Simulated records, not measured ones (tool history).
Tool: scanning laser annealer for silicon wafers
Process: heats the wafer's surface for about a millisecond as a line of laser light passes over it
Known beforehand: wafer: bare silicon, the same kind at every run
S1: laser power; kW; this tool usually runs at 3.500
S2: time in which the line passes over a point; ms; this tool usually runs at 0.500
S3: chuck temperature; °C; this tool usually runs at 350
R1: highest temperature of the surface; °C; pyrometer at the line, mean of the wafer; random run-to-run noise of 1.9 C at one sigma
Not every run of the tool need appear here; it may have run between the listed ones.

{"run": 1, "hour": 0.0, "S1": 3.5, "S2": 0.5, "S3": 350, "R1": 1164}
{"run": 2, "hour": 31.5, "S1": 3.5, "S2": 0.5, "S3": 350, "R1": 1163}
{"run": 3, "hour": 86.6, "S1": 3.5, "S2": 0.5, "S3": 350, "R1": 1162}
{"run": 4, "hour": 147.3, "S1": 3.5, "S2": 0.5, "S3": 350, "R1": 1162}
{"run": 5, "hour": 174.2, "S1": 3.5, "S2": 0.5, "S3": 350, "R1": 1163}
{"run": 6, "hour": 210.5, "S1": 3.5, "S2": 0.5, "S3": 350, "R1": 1162}
{"run": 7, "hour": 272.8, "S1": 3.5, "S2": 0.5, "S3": 350, "R1": 1162}
{"run": 8, "hour": 326.6, "S1": 3.5, "S2": 0.5, "S3": 340, "R1": 1155}
{"run": 9, "hour": 382.2, "S1": 3.5, "S2": 0.5, "S3": 350, "R1": 1163}
{"run": 10, "hour": 411.8, "S1": 3.5, "S2": 0.5, "S3": 350, "R1": 1165}
{"run": 11, "hour": 475.1, "S1": 3.5, "S2": 0.5, "S3": 350, "R1": 1164}
{"run": 12, "hour": 533.6, "S1": 3.5, "S2": 0.5, "S3": 350, "R1": 1162}
{"run": 13, "hour": 563.2, "S1": 3.5, "S2": 0.5, "S3": 350, "R1": 1163}
{"run": 14, "hour": 592.0, "S1": 3.002, "S2": 0.512, "S3": 353, "R1": 1059}
{"run": 15, "hour": 652.0, "S1": 3.094, "S2": 0.398, "S3": 350, "R1": 991}
{"run": 16, "hour": 682.7, "S1": 3.094, "S2": 0.398, "S3": 350, "R1": 992}
{"run": 17, "hour": 741.2, "S1": 3.251, "S2": 0.398, "S3": 344, "R1": 1020}
{"run": 18, "hour": 803.9, "S1": 3.251, "S2": 0.398, "S3": 344, "R1": 1020}
{"run": 19, "hour": 865.7, "S1": 3.163, "S2": 0.361, "S3": 323, "R1": 950}
{"run": 20, "hour": 910.3, "S1": 3.163, "S2": 0.361, "S3": 323, "R1": 947}
{"run": 21, "hour": 955.9, "S1": 3.586, "S2": 0.515, "S3": 321, "R1": 1167}

Withheld: 1 entry from between the runs. Position of each, and hidden state at the listed run before versus the listed run after:
From run 14 to run 15: window over the wafer cleaned (hour 639.4)
  light that passes the window, % of a clean one's: 99.86 -> 100
